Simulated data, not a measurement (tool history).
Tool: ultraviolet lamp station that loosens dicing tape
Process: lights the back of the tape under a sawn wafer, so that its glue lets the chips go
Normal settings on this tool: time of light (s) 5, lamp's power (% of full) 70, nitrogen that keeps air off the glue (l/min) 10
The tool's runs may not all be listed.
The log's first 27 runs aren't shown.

run,hour,time of light (s),lamp's power (% of full),nitrogen that keeps air off the glue (l/min),hours of work of the lamp,hours of work since the window was cleaned,force that peels the tape off (N),light that reached the tape (mJ/cm²)
28,671.8,8,75,4,993,89,0.600,521
29,690.7,8,75,4,1002,98,0.635,515
30,717.5,3,79,6,1016,112,2.000,201
31,746.2,4,70,8,1030,126,1.411,237
32,776.5,7,70,6,1045,142,0.688,408
33,806.6,7,70,6,1061,157,0.723,400
34,826.7,7,70,6,1071,167,0.697,402
35,847.7,10,66,9,1082,178,0.315,541
36,868.7,10,66,9,1092,188,0.326,537
37,902.6,3,70,5,1109,206,2.559,170
38,929.5,3,70,5,1123,219,2.526,164
39,948.5,2,66,13,1132,229,2.817,105
40,966.4,3,67,11,1142,238,2.021,156
41,990.7,7,65,11,1154,250,0.603,351
42,1004.6,6,99,7,1161,257,0.502,457

Forecast each of these 5 alternatives for the next run:
A,1018.4,6,93,7,1168,264,?,?
B,1018.4,6,99,13,1168,264,?,?
C,1018.4,5,70,7,1168,264,?,?
D,1018.4,5,76,10,1168,264,?,?
E,1018.4,7,78,18,1168,264,?,?

run,force that peels the tape off (N),light that reached the tape (mJ/cm²)
A,0.572,432
B,0.326,460
C,1.289,268
D,0.864,289
E,0.320,421
Without the tool's hidden state the same runs would have given:
run,force that peels the tape off (N),light that reached the tape (mJ/cm²)
A,0.298,658
B,0.219,703
C,0.632,411
D,0.411,444
E,0.221,642

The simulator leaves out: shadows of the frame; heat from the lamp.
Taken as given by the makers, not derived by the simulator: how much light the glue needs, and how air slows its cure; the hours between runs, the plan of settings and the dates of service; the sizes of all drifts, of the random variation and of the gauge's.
